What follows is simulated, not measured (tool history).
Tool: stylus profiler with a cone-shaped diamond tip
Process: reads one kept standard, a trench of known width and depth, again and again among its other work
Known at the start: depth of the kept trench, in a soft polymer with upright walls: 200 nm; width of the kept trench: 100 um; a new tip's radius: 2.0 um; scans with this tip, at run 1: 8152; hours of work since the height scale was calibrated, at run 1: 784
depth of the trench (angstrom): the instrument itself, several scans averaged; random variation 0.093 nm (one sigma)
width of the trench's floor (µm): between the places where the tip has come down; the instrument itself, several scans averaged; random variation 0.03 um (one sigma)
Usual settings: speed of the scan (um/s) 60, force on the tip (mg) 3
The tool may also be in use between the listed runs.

run    hour  speed of the scan (um/s)  force on the tip (mg)  scans with this tip  hours of work since the height scale was calibrated  depth of the trench (angstrom)  width of the trench's floor (µm)
  1       0                        60                      3                 8152                                                  784                          2034.8                             98.14
  2    70.4                        60                      3                 8729                                                  839                          2032.6                             98.11
  3     135                        60                      3                 9259                                                  890                          2031.5                             98.16
  4   201.6                        60                      3                 9806                                                  943                          2033.9                             98.15
  5   265.5                        60                      3                10331                                                  993                          2032.9                             98.12
  6   334.9                        60                      3                10900                                                 1048                            2034                             98.14
  7   425.2                        60                      3                11641                                                 1119                          2031.7                             98.14
  8   484.3                        60                      3                12126                                                 1166                            2033                             98.13
  9   623.3                        60                   2.33                13267                                                 1275                          2029.4                             98.14
 10   764.4                        60                   1.72                14425                                                 1387                          2024.2                             98.05
 11   905.6                        60                   1.72                15584                                                 1498                          2021.9                             98.11
 12     996                        60                   2.12                16326                                                 1570                          2025.6                             98.06
 13  1134.1                        60                   2.12                17459                                                 1679                          2026.7                             98.15
 14  1223.4                        60                   2.12                18192                                                 1749                          2027.4                             98.08
 15  1307.7                        60                   2.12                18884                                                 1816                          2026.9                             98.09
 16  1438.6                        60                   1.13                19958                                                 1919                          2016.4                             98.08
 17  1503.9                       172                   5.49                20494                                                 1970                          2050.5                                98
 18  1614.6                       223                   3.15                21403                                                 2058                          2036.1                             97.84
     1671.9  -- new tip fitted, height scale calibrated
 19    1694                        60                   1.87                  181                                                   17                          2024.4                             98.15
 20  1837.2                        30                   2.51                 1357                                                  130                            2030                             98.21
 21  1974.9                        85                      7                 2487                                                  239                          2058.3                             98.14
 22  2086.2                        85                      7                 3401                                                  327                          2059.3                             98.17
 23  2232.5                       132                   1.22                 4601                                                  442                          2018.9                             97.89
 24  2342.6                        29                   1.22                 5505                                                  529                          2018.1                             98.15
 25  2410.9                        31                   3.58                 6065                                                  583                          2035.8                             98.19
 26    2487                        57                   5.84                 6690                                                  643                          2051.5                             98.21
 27    2575                       126                   7.58                 7412                                                  713                          2062.3                              98.1
 28  2665.7                        60                   1.29                 8156                                                  784                          2018.9                             98.01
 29  2748.3                       107                   3.22                 8834                                                  849                          2034.4                             98.07
 30  2807.7                        55                   1.41                 9321                                                  896                          2021.3                             98.09
 31  2939.4                        32                   1.14                10403                                                 1000                          2016.6                             98.15

How the hidden state differs across the entries between the runs, from the last listed run before each to the first after it:
Between runs 18 and 19: new tip fitted, height scale calibrated (hour 1671.9)
  radius of the tip, um: 2.04 -> 2; height scale over the true one, %: 0.004 -> 0
